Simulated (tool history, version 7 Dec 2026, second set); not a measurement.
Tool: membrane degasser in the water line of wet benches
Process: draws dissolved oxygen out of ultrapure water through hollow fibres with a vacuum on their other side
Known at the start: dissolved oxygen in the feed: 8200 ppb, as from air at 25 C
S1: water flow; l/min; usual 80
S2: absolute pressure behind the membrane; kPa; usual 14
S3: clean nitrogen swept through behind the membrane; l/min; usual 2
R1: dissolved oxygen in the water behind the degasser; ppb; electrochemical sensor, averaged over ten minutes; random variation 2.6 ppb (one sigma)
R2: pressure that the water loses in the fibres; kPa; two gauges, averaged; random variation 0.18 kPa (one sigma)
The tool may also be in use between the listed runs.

{"run": 1, "hour": 0.0, "S1": 80, "S2": 14, "S3": 2, "R1": 999.2, "R2": 69.06}
{"run": 2, "hour": 206.0, "S1": 80, "S2": 14, "S3": 2, "R1": 998.4, "R2": 69.27}
{"run": 3, "hour": 445.8, "S1": 80, "S2": 14, "S3": 2, "R1": 992.1, "R2": 69.35}
{"run": 4, "hour": 582.4, "S1": 125, "S2": 14, "S3": 2, "R1": 1426.4, "R2": 108.58}
{"run": 5, "hour": 758.5, "S1": 125, "S2": 14, "S3": 2, "R1": 1416.6, "R2": 108.25}
{"run": 6, "hour": 908.9, "S1": 125, "S2": 14, "S3": 2, "R1": 1421.7, "R2": 108.15}
{"run": 7, "hour": 1133.9, "S1": 125, "S2": 14, "S3": 1.34, "R1": 1715.1, "R2": 108.13}
{"run": 8, "hour": 1286.4, "S1": 80, "S2": 14, "S3": 2, "R1": 993.7, "R2": 69.25}
{"run": 9, "hour": 1456.6, "S1": 80, "S2": 14, "S3": 2, "R1": 996.8, "R2": 69.32}
{"hour": 1554.7, "done": "seals of the vacuum lines changed"}
{"run": 10, "hour": 1680.3, "S1": 82, "S2": 14, "S3": 2, "R1": 1013.4, "R2": 71.4}
{"run": 11, "hour": 1897.8, "S1": 82, "S2": 14, "S3": 2, "R1": 1012.7, "R2": 71.07}
{"run": 12, "hour": 2035.4, "S1": 82, "S2": 14, "S3": 2, "R1": 1020.7, "R2": 71.07}
{"run": 13, "hour": 2256.5, "S1": 82, "S2": 14, "S3": 2, "R1": 1012.6, "R2": 71.13}
{"run": 14, "hour": 2504.7, "S1": 82, "S2": 14, "S3": 2, "R1": 1013.5, "R2": 70.98}
{"run": 15, "hour": 2654.1, "S1": 82, "S2": 14, "S3": 2, "R1": 1014.9, "R2": 70.72}
{"run": 16, "hour": 2875.7, "S1": 82, "S2": 14, "S3": 2, "R1": 1019.9, "R2": 71.21}
{"run": 17, "hour": 3056.7, "S1": 84, "S2": 14, "S3": 1.76, "R1": 1103.6, "R2": 72.59}
{"run": 18, "hour": 3257.2, "S1": 50, "S2": 14, "S3": 5.47, "R1": 337.7, "R2": 43.36}
{"run": 19, "hour": 3367.5, "S1": 50, "S2": 14, "S3": 5.47, "R1": 338.2, "R2": 43.28}
{"run": 20, "hour": 3595.2, "S1": 50, "S2": 14, "S3": 5.47, "R1": 339.2, "R2": 43.27}
{"run": 21, "hour": 3776.5, "S1": 50, "S2": 31.4, "S3": 0.94, "R1": 2278.3, "R2": 43.42}
{"hour": 3882.8, "done": "vacuum gauge calibrated"}
{"run": 22, "hour": 3950.2, "S1": 62, "S2": 27.7, "S3": 1.97, "R1": 1500, "R2": 53.72}
{"run": 23, "hour": 4174.5, "S1": 62, "S2": 27.7, "S3": 1.97, "R1": 1500.6, "R2": 53.79}
{"run": 24, "hour": 4399.1, "S1": 62, "S2": 27.7, "S3": 1.97, "R1": 1494.6, "R2": 53.45}
{"run": 25, "hour": 4576.5, "S1": 71, "S2": 27.7, "S3": 3.86, "R1": 1077.4, "R2": 61.62}
{"run": 26, "hour": 4735.2, "S1": 60, "S2": 17.3, "S3": 2, "R1": 944.2, "R2": 52.09}
{"run": 27, "hour": 4850.7, "S1": 57, "S2": 17.3, "S3": 2.13, "R1": 865.2, "R2": 49.36}
{"run": 28, "hour": 5092.7, "S1": 80, "S2": 9.6, "S3": 2, "R1": 703.5, "R2": 69.34}
{"run": 29, "hour": 5247.7, "S1": 80, "S2": 8.7, "S3": 2.82, "R1": 543.8, "R2": 69.16}
{"run": 30, "hour": 5398.3, "S1": 58, "S2": 19.6, "S3": 2.02, "R1": 1021.8, "R2": 50.3}
{"run": 31, "hour": 5566.1, "S1": 58, "S2": 19.6, "S3": 2.02, "R1": 1021.2, "R2": 50.13}
{"run": 32, "hour": 5719.1, "S1": 58, "S2": 19.6, "S3": 2.02, "R1": 1022.6, "R2": 50.09}

3 ways to go on from here, each from the tool as it stands after run 32. What would each give?
{"run": "A", "hour": 5949.5, "S1": 124, "S2": 27.7, "S3": 2.85, "R1": "?", "R2": "?"}
{"run": "B", "hour": 5949.5, "S1": 50, "S2": 17.2, "S3": 4.69, "R1": "?", "R2": "?"}
{"run": "C", "hour": 5949.5, "S1": 80, "S2": 19.9, "S3": 0.89, "R1": "?", "R2": "?"}

run=A R1=2007.9 R2=107.75
run=B R1=444.5 R2=43.49
run=C R1=2140.5 R2=69.08
Without the tool's hidden state the same runs would have given:
run=A R1=2007.4 R2=107.7
run=B R1=444.2 R2=43.47
run=C R1=2140.2 R2=69.04
